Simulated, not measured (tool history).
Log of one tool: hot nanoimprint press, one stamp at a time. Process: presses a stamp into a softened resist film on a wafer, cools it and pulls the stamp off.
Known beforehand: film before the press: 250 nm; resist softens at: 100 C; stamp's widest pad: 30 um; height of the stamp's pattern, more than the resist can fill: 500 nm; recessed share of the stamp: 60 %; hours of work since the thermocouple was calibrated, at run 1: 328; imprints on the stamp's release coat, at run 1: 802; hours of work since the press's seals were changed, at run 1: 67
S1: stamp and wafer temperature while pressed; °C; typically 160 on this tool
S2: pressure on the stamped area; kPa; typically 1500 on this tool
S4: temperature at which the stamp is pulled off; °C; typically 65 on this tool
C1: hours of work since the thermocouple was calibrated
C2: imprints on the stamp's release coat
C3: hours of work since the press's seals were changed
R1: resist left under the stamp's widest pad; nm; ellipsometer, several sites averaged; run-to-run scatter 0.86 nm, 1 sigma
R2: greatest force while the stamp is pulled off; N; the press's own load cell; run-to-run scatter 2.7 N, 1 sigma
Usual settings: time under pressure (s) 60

run 1 hour=0.0 | S1=160 S2=1500 time_under_pressure_(s)=60 S4=65 | C1=328 C2=802 C3=67 | R1=158.0 R2=153
-- hour=18.6 plate thermocouple calibrated
run 2 hour=25.0 | S1=160 S2=2290 time_under_pressure_(s)=60 S4=65 | C1=3 C2=841 C3=77 | R1=124.8 R2=151
run 3 hour=41.9 | S1=160 S2=2290 time_under_pressure_(s)=60 S4=65 | C1=11 C2=871 C3=85 | R1=123.4 R2=156
run 4 hour=58.2 | S1=160 S2=2290 time_under_pressure_(s)=60 S4=65 | C1=18 C2=900 C3=92 | R1=124.0 R2=151
run 5 hour=77.8 | S1=160 S2=2290 time_under_pressure_(s)=60 S4=65 | C1=27 C2=935 C3=101 | R1=124.9 R2=157
run 6 hour=100.0 | S1=160 S2=2290 time_under_pressure_(s)=60 S4=65 | C1=37 C2=975 C3=111 | R1=124.6 R2=157
run 7 hour=117.3 | S1=160 S2=2290 time_under_pressure_(s)=60 S4=65 | C1=45 C2=1006 C3=119 | R1=124.6 R2=163
run 8 hour=134.0 | S1=160 S2=1500 time_under_pressure_(s)=60 S4=65 | C1=52 C2=1035 C3=127 | R1=150.1 R2=164
run 9 hour=153.7 | S1=169 S2=1500 time_under_pressure_(s)=60 S4=65 | C1=61 C2=1071 C3=136 | R1=100.6 R2=162
run 10 hour=172.2 | S1=169 S2=1500 time_under_pressure_(s)=60 S4=65 | C1=70 C2=1104 C3=144 | R1=99.3 R2=163
run 11 hour=188.7 | S1=169 S2=1500 time_under_pressure_(s)=60 S4=65 | C1=77 C2=1133 C3=152 | R1=99.8 R2=155
run 12 hour=206.1 | S1=169 S2=1500 time_under_pressure_(s)=60 S4=65 | C1=85 C2=1164 C3=160 | R1=99.2 R2=162
run 13 hour=217.1 | S1=169 S2=1500 time_under_pressure_(s)=60 S4=65 | C1=90 C2=1184 C3=165 | R1=98.3 R2=165
run 14 hour=233.2 | S1=160 S2=1500 time_under_pressure_(s)=60 S4=65 | C1=98 C2=1212 C3=172 | R1=151.0 R2=161
run 15 hour=252.4 | S1=160 S2=1500 time_under_pressure_(s)=60 S4=65 | C1=106 C2=1247 C3=181 | R1=152.8 R2=167
run 16 hour=274.4 | S1=160 S2=2260 time_under_pressure_(s)=60 S4=65 | C1=116 C2=1286 C3=191 | R1=129.2 R2=158
run 17 hour=287.9 | S1=160 S2=1500 time_under_pressure_(s)=60 S4=69 | C1=122 C2=1310 C3=197 | R1=152.7 R2=154
run 18 hour=306.6 | S1=160 S2=1750 time_under_pressure_(s)=82 S4=67 | C1=131 C2=1343 C3=205 | R1=129.5 R2=165
run 19 hour=315.9 | S1=161 S2=1500 time_under_pressure_(s)=43 S4=57 | C1=135 C2=1360 C3=209 | R1=160.6 R2=177
run 20 hour=327.8 | S1=160 S2=1110 time_under_pressure_(s)=60 S4=67 | C1=141 C2=1381 C3=215 | R1=172.3 R2=163
run 21 hour=348.3 | S1=150 S2=2120 time_under_pressure_(s)=51 S4=64 | C1=150 C2=1418 C3=224 | R1=206.5 R2=165
run 22 hour=364.0 | S1=160 S2=1510 time_under_pressure_(s)=116 S4=60 | C1=157 C2=1446 C3=231 | R1=124.1 R2=173
run 23 hour=375.8 | S1=160 S2=1130 time_under_pressure_(s)=60 S4=54 | C1=162 C2=1467 C3=237 | R1=168.4 R2=183
run 24 hour=385.0 | S1=160 S2=1130 time_under_pressure_(s)=60 S4=54 | C1=166 C2=1483 C3=241 | R1=170.0 R2=185
run 25 hour=402.9 | S1=160 S2=1130 time_under_pressure_(s)=60 S4=54 | C1=175 C2=1515 C3=249 | R1=169.9 R2=183
run 26 hour=414.5 | S1=160 S2=930 time_under_pressure_(s)=72 S4=65 | C1=180 C2=1536 C3=254 | R1=171.8 R2=161
run 27 hour=430.3 | S1=155 S2=1220 time_under_pressure_(s)=34 S4=71 | C1=187 C2=1564 C3=261 | R1=215.8 R2=159
run 28 hour=442.6 | S1=160 S2=1500 time_under_pressure_(s)=94 S4=53 | C1=193 C2=1586 C3=267 | R1=134.2 R2=191
run 29 hour=452.8 | S1=160 S2=1500 time_under_pressure_(s)=94 S4=53 | C1=197 C2=1604 C3=272 | R1=133.8 R2=194
run 30 hour=470.7 | S1=160 S2=1500 time_under_pressure_(s)=99 S4=65 | C1=205 C2=1636 C3=280 | R1=131.1 R2=172
run 31 hour=482.9 | S1=160 S2=1500 time_under_pressure_(s)=54 S4=65 | C1=211 C2=1658 C3=285 | R1=158.8 R2=168

3 options for the next run, each taken on its own from the tool as it stands now. Forecast them:
run A hour=504.2 | S1=157 S2=1350 time_under_pressure_(s)=60 S4=65 | C1=221 C2=1696 C3=295 | R1=? R2=?
run B hour=504.2 | S1=160 S2=1180 time_under_pressure_(s)=75 S4=63 | C1=221 C2=1696 C3=295 | R1=? R2=?
run C hour=504.2 | S1=160 S2=1180 time_under_pressure_(s)=53 S4=65 | C1=221 C2=1696 C3=295 | R1=? R2=?

run=A R1=179.9 R2=169
run=B R1=157.1 R2=169
run=C R1=175.4 R2=176
What these runs would have given with no unlogged condition in the tool:
run=A R1=174.0 R2=139
run=B R1=151.2 R2=139
run=C R1=169.7 R2=145
